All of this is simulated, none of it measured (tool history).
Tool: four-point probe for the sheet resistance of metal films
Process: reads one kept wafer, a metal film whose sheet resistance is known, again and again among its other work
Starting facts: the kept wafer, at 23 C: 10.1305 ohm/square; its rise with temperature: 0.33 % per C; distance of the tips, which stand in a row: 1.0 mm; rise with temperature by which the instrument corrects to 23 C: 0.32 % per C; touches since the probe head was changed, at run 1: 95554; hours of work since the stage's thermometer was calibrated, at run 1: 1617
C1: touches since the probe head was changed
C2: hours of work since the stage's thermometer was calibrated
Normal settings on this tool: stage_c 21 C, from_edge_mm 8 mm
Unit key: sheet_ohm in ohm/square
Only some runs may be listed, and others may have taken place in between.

Run 1, day 0: usual settings; C1 95554; C2 1617. Result: sheet_ohm 10.31713 ohm/square.
Run 2, day 2.65: usual settings; C1 98176; C2 1660. Result: sheet_ohm 10.319992 ohm/square.
Run 3, day 4.475: usual settings; C1 99978; C2 1689. Result: sheet_ohm 10.320374 ohm/square.
Run 4, day 8.433: usual settings but stage_c 25 C; C1 103894; C2 1753. Result: sheet_ohm 10.331008 ohm/square.
Run 5, day 12.317: usual settings but stage_c 25 C; C1 107732; C2 1815. Result: sheet_ohm 10.333959 ohm/square.
Run 6, day 15.829: usual settings but stage_c 25 C; C1 111205; C2 1872. Result: sheet_ohm 10.335608 ohm/square.
Run 7, day 18.892: usual settings but stage_c 19 C; C1 114235; C2 1921. Result: sheet_ohm 10.326789 ohm/square.
Run 8, day 22.808: usual settings but stage_c 19 C; C1 118107; C2 1984. Result: sheet_ohm 10.331807 ohm/square.
Run 9, day 25.362: usual settings but stage_c 19 C; C1 120630; C2 2025. Result: sheet_ohm 10.333084 ohm/square.
Run 10, day 27.033: usual settings but stage_c 19 C; C1 122284; C2 2052. Result: sheet_ohm 10.334098 ohm/square.
Run 11, day 29.912: usual settings but stage_c 27 C, from_edge_mm 25 mm; C1 125129; C2 2098. Result: sheet_ohm 10.267282 ohm/square.
Run 12, day 32.267: usual settings but stage_c 32 C, from_edge_mm 9 mm; C1 127458; C2 2136. Result: sheet_ohm 10.341189 ohm/square.
Run 13, day 34.217: usual settings but stage_c 31 C, from_edge_mm 27 mm; C1 129386; C2 2167. Result: sheet_ohm 10.281274 ohm/square.
Run 14, day 36.467: usual settings but stage_c 29 C, from_edge_mm 50 mm; C1 131611; C2 2203. Result: sheet_ohm 10.273874 ohm/square.
Run 15, day 40.375: usual settings but stage_c 29 C, from_edge_mm 50 mm; C1 135476; C2 2266. Result: sheet_ohm 10.280244 ohm/square.
Run 16, day 43.179: usual settings but stage_c 29 C, from_edge_mm 11 mm; C1 138248; C2 2311. Result: sheet_ohm 10.322592 ohm/square.
Run 17, day 46.625: usual settings but stage_c 34 C, from_edge_mm 17 mm; C1 141656; C2 2366. Result: sheet_ohm 10.305792 ohm/square.
Run 18, day 49.779: usual settings but stage_c 24 C, from_edge_mm 11 mm; C1 144772; C2 2417. Result: sheet_ohm 10.316565 ohm/square.
Run 19, day 53.05: usual settings but stage_c 22 C; C1 148006; C2 2469. Result: sheet_ohm 10.358678 ohm/square.

Per-run results on a tool with no hidden state, each run keeping its own random variation:
The hidden state here: inner tips' distance over the nominal, %; tips' flats over new ones', %; wafer's true temperature over the reading, C; drift of the gauge itself on sheet_ohm, %.
run  sheet_ohm
  1  10.211779
  2  10.212642
  3  10.211616
  4  10.219594
  5  10.219546
  6  10.218628
  7  10.207179
  8   10.20942
  9  10.208773
 10  10.208625
 11  10.141263
 12  10.213017
 13  10.152439
 14  10.143321
 15  10.146783
 16  10.186483
 17  10.167929
 18  10.175223
 19  10.214196

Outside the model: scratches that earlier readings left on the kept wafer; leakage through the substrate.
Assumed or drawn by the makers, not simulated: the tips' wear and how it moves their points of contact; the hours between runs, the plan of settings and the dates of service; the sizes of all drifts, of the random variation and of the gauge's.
